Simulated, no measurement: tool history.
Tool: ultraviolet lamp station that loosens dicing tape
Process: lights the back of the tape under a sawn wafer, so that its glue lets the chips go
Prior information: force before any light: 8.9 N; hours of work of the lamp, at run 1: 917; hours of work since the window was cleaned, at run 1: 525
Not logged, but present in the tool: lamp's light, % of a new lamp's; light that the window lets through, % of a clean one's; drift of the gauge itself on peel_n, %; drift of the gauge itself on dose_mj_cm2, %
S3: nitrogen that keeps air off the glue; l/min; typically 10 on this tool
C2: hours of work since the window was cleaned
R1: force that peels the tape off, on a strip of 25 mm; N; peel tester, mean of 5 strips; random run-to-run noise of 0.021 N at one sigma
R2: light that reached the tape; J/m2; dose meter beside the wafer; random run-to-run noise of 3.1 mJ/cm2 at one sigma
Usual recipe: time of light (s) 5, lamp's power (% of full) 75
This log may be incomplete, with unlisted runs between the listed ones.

Run 1, hour 0: usual settings; hours of work of the lamp 917; C2 525. Result: R1 1.948 N, R2 3320 J/m2.
Run 2, hour 51.1: usual settings; hours of work of the lamp 939; C2 547. Result: R1 1.852 N, R2 3330 J/m2.
Run 3, hour 95.3: usual settings but lamp's power (% of full) 66; hours of work of the lamp 958; C2 567. Result: R1 2.318 N, R2 2890 J/m2.
At hour 132.4: lamp changed.
Run 4, hour 169.5: usual settings but lamp's power (% of full) 66; hours of work of the lamp 16; C2 598. Result: R1 1.735 N, R2 3520 J/m2.
Run 5, hour 236.3: usual settings but time of light (s) 6; hours of work of the lamp 45; C2 627. Result: R1 1.029 N, R2 4830 J/m2.
Run 6, hour 287.3: usual settings but time of light (s) 6; hours of work of the lamp 67; C2 649. Result: R1 1.018 N, R2 4770 J/m2.
Run 7, hour 321.7: usual settings but time of light (s) 6, S3 4 l/min; hours of work of the lamp 82; C2 664. Result: R1 1.746 N, R2 4730 J/m2.
At hour 339.3: window cleaned of glue's vapour.
Run 8, hour 362.6: usual settings; hours of work of the lamp 100; C2 10. Result: R1 1.112 N, R2 4630 J/m2.
Run 9, hour 416.1: usual settings but lamp's power (% of full) 89; hours of work of the lamp 123; C2 33. Result: R1 0.8 N, R2 5420 J/m2.
Run 10, hour 453: usual settings but lamp's power (% of full) 89; hours of work of the lamp 139; C2 49. Result: R1 0.808 N, R2 5390 J/m2.
Run 11, hour 525: usual settings but time of light (s) 2; hours of work of the lamp 170; C2 81. Result: R1 3.847 N, R2 1790 J/m2.
Run 12, hour 595.6: usual settings; hours of work of the lamp 201; C2 111. Result: R1 1.206 N, R2 4420 J/m2.

The next listed run, before its measurement:
Run 13, hour 631.7: usual settings but time of light (s) 7, lamp's power (% of full) 78, S3 3 l/min; hours of work of the lamp 216; C2 127. Result: R1 ?, R2 ?.

Run 13 measured R1 1.215 N, R2 6440 J/m2.
Without the tool's hidden state the same run would have given R1 1.025 N, R2 7040 J/m2.
